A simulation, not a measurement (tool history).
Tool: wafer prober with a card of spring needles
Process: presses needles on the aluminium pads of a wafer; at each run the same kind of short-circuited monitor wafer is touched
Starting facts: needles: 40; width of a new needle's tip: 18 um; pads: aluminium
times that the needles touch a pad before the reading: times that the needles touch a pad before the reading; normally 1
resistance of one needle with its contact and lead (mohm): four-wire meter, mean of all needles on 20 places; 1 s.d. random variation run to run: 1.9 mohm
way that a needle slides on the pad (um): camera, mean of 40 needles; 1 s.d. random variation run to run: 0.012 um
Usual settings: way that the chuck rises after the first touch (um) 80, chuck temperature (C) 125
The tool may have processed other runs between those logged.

| run | hour | way that the chuck rises after the first touch (um) | chuck temperature (C) | times that the needles touch a pad before the reading | resistance of one needle with its contact and lead (mohm) | way that a needle slides on the pad (um) |
|---|---|---|---|---|---|---|
| 1 | 0 | 80 | 125 | 1 | 201 | 16.4 |
|  | 8.9 | tips cleaned on abrasive film |
|  | 26.7 | tips cleaned on abrasive film |
|  | 35.9 | height of the first contact set anew |
|  | 49.2 | tips cleaned on abrasive film |
| 2 | 58.8 | 95 | 125 | 1 | 200 | 19.43 |
|  | 67.7 | tips cleaned on abrasive film |
|  | 89.9 | tips cleaned on abrasive film |
|  | 107.7 | tips cleaned on abrasive film |
|  | 129.9 | tips cleaned on abrasive film |
| 3 | 130 | 95 | 125 | 1 | 199 | 19.45 |
|  | 151.9 | tips cleaned on abrasive film |
|  | 173.9 | tips cleaned on abrasive film |
|  | 196.1 | tips cleaned on abrasive film |
|  | 216.5 | tips cleaned on abrasive film |
| 4 | 216.5 | 80 | 125 | 1 | 202 | 16.35 |
|  | 238.7 | tips cleaned on abrasive film |
|  | 260.9 | tips cleaned on abrasive film |
| 5 | 276.6 | 80 | 125 | 1 | 204 | 16.36 |
|  | 281.1 | tips cleaned on abrasive film |
|  | 303 | tips cleaned on abrasive film |
|  | 320.8 | tips cleaned on abrasive film |
| 6 | 338.2 | 80 | 125 | 1 | 204 | 16.36 |
|  | 342.7 | tips cleaned on abrasive film |
|  | 343 | height of the first contact set anew |
|  | 360.8 | tips cleaned on abrasive film |
|  | 383 | tips cleaned on abrasive film |
| 7 | 392.2 | 80 | 125 | 1 | 205 | 16.35 |
|  | 401.2 | tips cleaned on abrasive film |
|  | 423.4 | tips cleaned on abrasive film |
| 8 | 433.7 | 80 | 125 | 1 | 201 | 16.37 |
|  | 442.7 | tips cleaned on abrasive film |
|  | 464.9 | tips cleaned on abrasive film |
|  | 487.1 | tips cleaned on abrasive film |
| 9 | 492.9 | 61 | 125 | 1 | 206 | 12.47 |
|  | 506.3 | tips cleaned on abrasive film |
|  | 524.1 | tips cleaned on abrasive film |
|  | 544.3 | tips cleaned on abrasive film |
| 10 | 544.3 | 64 | 125 | 1 | 207 | 13.08 |
|  | 562.1 | tips cleaned on abrasive film |
|  | 584.1 | tips cleaned on abrasive film |
|  | 606.3 | tips cleaned on abrasive film |
|  | 628.5 | tips cleaned on abrasive film |
| 11 | 639.1 | 80 | 125 | 1 | 205 | 16.35 |
|  | 648 | tips cleaned on abrasive film |
|  | 648.3 | height of the first contact set anew |
|  | 666.1 | tips cleaned on abrasive film |
|  | 688.3 | tips cleaned on abrasive film |
|  | 710.5 | tips cleaned on abrasive film |
|  | 732.5 | tips cleaned on abrasive film |
| 12 | 734.3 | 80 | 125 | 1 | 202 | 16.38 |
|  | 752.1 | tips cleaned on abrasive film |
|  | 774.1 | tips cleaned on abrasive film |
|  | 796.3 | tips cleaned on abrasive film |
|  | 817.7 | tips cleaned on abrasive film |
| 13 | 817.7 | 80 | 125 | 1 | 204 | 16.36 |
|  | 835.5 | tips cleaned on abrasive film |
|  | 857.7 | tips cleaned on abrasive film |
|  | 879.5 | tips cleaned on abrasive film |
|  | 901.7 | tips cleaned on abrasive film |
| 14 | 913.4 | 80 | 125 | 1 | 204 | 16.35 |
|  | 922.4 | tips cleaned on abrasive film |
|  | 944.2 | tips cleaned on abrasive film |
|  | 953.4 | height of the first contact set anew |
|  | 962.3 | tips cleaned on abrasive film |
| 15 | 968 | 80 | 125 | 1 | 201 | 16.36 |
|  | 981.4 | tips cleaned on abrasive film |
|  | 999.1 | tips cleaned on abrasive film |
|  | 1021.3 | tips cleaned on abrasive film |
|  | 1043.5 | tips cleaned on abrasive film |
| 16 | 1058.3 | 88 | 116 | 1 | 203 | 17.98 |
|  | 1062.8 | tips cleaned on abrasive film |
|  | 1080.6 | tips cleaned on abrasive film |
|  | 1102.8 | tips cleaned on abrasive film |
| 17 | 1103 | 62 | 32 | 1 | 187 | 12.67 |
|  | 1120.7 | tips cleaned on abrasive film |
|  | 1142.9 | tips cleaned on abrasive film |
| 18 | 1150.1 | 90 | 30 | 1 | 186 | 18.4 |
|  | 1163.3 | tips cleaned on abrasive film |
|  | 1185.5 | tips cleaned on abrasive film |
|  | 1203.3 | tips cleaned on abrasive film |
| 19 | 1212.4 | 69 | 39 | 2 | 191 | 14.11 |
|  | 1221.3 | tips cleaned on abrasive film |
|  | 1239.1 | tips cleaned on abrasive film |
|  | 1260.9 | tips cleaned on abrasive film |
|  | 1261.2 | height of the first contact set anew |
|  | 1279 | tips cleaned on abrasive film |
| 20 | 1283.6 | 69 | 39 | 2 | 185 | 14.11 |
|  | 1296.9 | tips cleaned on abrasive film |
|  | 1314.7 | tips cleaned on abrasive film |
|  | 1336.9 | tips cleaned on abrasive film |
|  | 1358.9 | tips cleaned on abrasive film |
| 21 | 1375.7 | 69 | 39 | 2 | 188 | 14.12 |
|  | 1380.2 | tips cleaned on abrasive film |
|  | 1402.5 | tips cleaned on abrasive film |
|  | 1424.7 | tips cleaned on abrasive film |
|  | 1442.4 | tips cleaned on abrasive film |
| 22 | 1459.5 | 95 | 34 | 3 | 181 | 19.43 |
|  | 1464 | tips cleaned on abrasive film |
|  | 1481.8 | tips cleaned on abrasive film |
|  | 1504 | tips cleaned on abrasive film |
|  | 1526.2 | tips cleaned on abrasive film |
|  | 1548.4 | tips cleaned on abrasive film |
| 23 | 1551.3 | 95 | 34 | 3 | 180 | 19.42 |
|  | 1568.8 | tips cleaned on abrasive film |
|  | 1569.1 | height of the first contact set anew |
|  | 1590.9 | tips cleaned on abrasive film |
|  | 1608.7 | tips cleaned on abrasive film |
| 24 | 1612.8 | 71 | 30 | 3 | 184 | 14.53 |
|  | 1630.6 | tips cleaned on abrasive film |
|  | 1652.5 | tips cleaned on abrasive film |
| 25 | 1658.8 | 68 | 103 | 1 | 201 | 13.9 |
|  | 1672.2 | tips cleaned on abrasive film |
|  | 1690 | tips cleaned on abrasive film |
| 26 | 1704.4 | 88 | 47 | 1 | 186 | 18.01 |
|  | 1708.9 | tips cleaned on abrasive film |
|  | 1726.7 | tips cleaned on abrasive film |
|  | 1748.5 | tips cleaned on abrasive film |
|  | 1766.3 | tips cleaned on abrasive film |
|  | 1788.5 | tips cleaned on abrasive film |
| 27 | 1794.7 | 80 | 80 | 2 | 194 | 16.36 |

3 options for the next run, each taken on its own from the tool as it stands now. Forecast them:
|  | 1808 | tips cleaned on abrasive film |
|  | 1825.8 | tips cleaned on abrasive film |
|  | 1848 | tips cleaned on abrasive film |
| A | 1853.6 | 87 | 80 | 2 | ? | ? |
|  | 1808 | tips cleaned on abrasive film |
|  | 1825.8 | tips cleaned on abrasive film |
|  | 1848 | tips cleaned on abrasive film |
| B | 1853.6 | 65 | 45 | 1 | ? | ? |
|  | 1808 | tips cleaned on abrasive film |
|  | 1825.8 | tips cleaned on abrasive film |
|  | 1848 | tips cleaned on abrasive film |
| C | 1853.6 | 68 | 27 | 1 | ? | ? |

| run | resistance of one needle with its contact and lead (mohm) | way that a needle slides on the pad (um) |
|---|---|---|
| A | 192 | 17.79 |
| B | 188 | 13.28 |
| C | 183 | 13.9 |
Stripped of hidden state, with their random variation kept, the same runs would have yielded:
| run | resistance of one needle with its contact and lead (mohm) | way that a needle slides on the pad (um) |
|---|---|---|
| A | 191 | 17.8 |
| B | 187 | 13.29 |
| C | 183 | 13.91 |
